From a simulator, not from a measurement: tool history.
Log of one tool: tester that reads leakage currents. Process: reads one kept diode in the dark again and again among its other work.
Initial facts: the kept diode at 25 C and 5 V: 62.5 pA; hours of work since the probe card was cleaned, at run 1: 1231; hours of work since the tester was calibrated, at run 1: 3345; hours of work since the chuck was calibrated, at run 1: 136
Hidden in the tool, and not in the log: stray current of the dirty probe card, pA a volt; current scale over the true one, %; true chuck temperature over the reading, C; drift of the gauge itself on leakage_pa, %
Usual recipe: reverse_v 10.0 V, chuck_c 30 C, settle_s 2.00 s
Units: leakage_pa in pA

run,hour,reverse_v,chuck_c,settle_s,hours of work since the probe card was cleaned,hours of work since the tester was calibrated,hours of work since the chuck was calibrated,leakage_pa
1,0.0,10.0,30,2.00,1231,3345,136,148.19
2,153.1,10.0,30,2.00,1346,3460,251,150.47
3,251.9,10.0,30,2.00,1420,3534,326,151.33
4,338.5,10.0,30,9.07,1485,3599,391,151.63
5,519.0,10.0,30,9.07,1620,3735,526,153.75
6,659.6,10.0,30,9.07,1726,3840,632,154.75
7,848.1,7.4,30,2.00,1868,3982,773,134.40
8,949.4,10.0,30,2.00,1944,4058,849,159.97
9,1098.8,6.6,30,2.00,2056,4170,962,128.45
10,1182.9,1.4,30,2.00,2119,4233,1025,54.71
11,1271.7,10.0,30,2.00,2186,4300,1091,163.96
12,1402.7,10.0,30,2.94,2284,4398,1190,165.91
13,1578.9,10.0,30,2.94,2416,4531,1322,168.62
14,1664.3,10.0,30,2.94,2481,4595,1386,168.74
15,1754.0,10.0,30,2.00,2548,4662,1454,170.85
# hour 1893.7: tester calibrated
16,1918.0,10.0,30,2.00,2670,18,1575,172.79
17,2004.6,7.0,30,9.34,2735,83,1640,142.33
18,2153.8,7.0,30,9.34,2847,195,1752,144.46
19,2245.7,7.0,30,9.34,2916,264,1821,145.22
20,2371.4,4.6,33,2.50,3010,359,1916,148.25
# hour 2434.8: chuck's temperature calibrated
21,2517.1,10.2,20,2.00,3118,467,62,66.92
22,2634.0,1.2,30,2.00,3206,554,150,47.48
23,2759.8,7.4,21,2.00,3300,649,244,61.88
# hour 2919.0: tester calibrated, once more
24,2925.9,7.4,21,2.00,3423,5,367,60.79
# hour 2960.8: probe card cleaned and baked
25,3044.7,10.0,47,0.39,63,92,454,599.23
26,3158.2,10.0,47,0.39,148,177,539,600.68
27,3339.3,10.0,47,0.39,284,313,676,609.58
28,3430.5,10.0,47,0.39,353,382,744,615.15
29,3589.1,10.0,30,2.03,472,501,863,159.22
30,3723.0,10.0,48,0.45,572,602,964,676.08
31,3845.1,9.3,45,0.33,664,693,1055,522.24

What if the next run were any one of these 3? Each begins from the tool's condition after run 31:
A,4000.4,11.0,30,2.00,781,810,1172,?
B,4000.4,9.3,45,5.68,781,810,1172,?
C,4000.4,10.0,30,1.38,781,810,1172,?

run,leakage_pa
A,173.74
B,524.23
C,164.80
Had the tool no hidden state, the same runs would have come out as:
run,leakage_pa
A,150.36
B,460.61
C,142.68
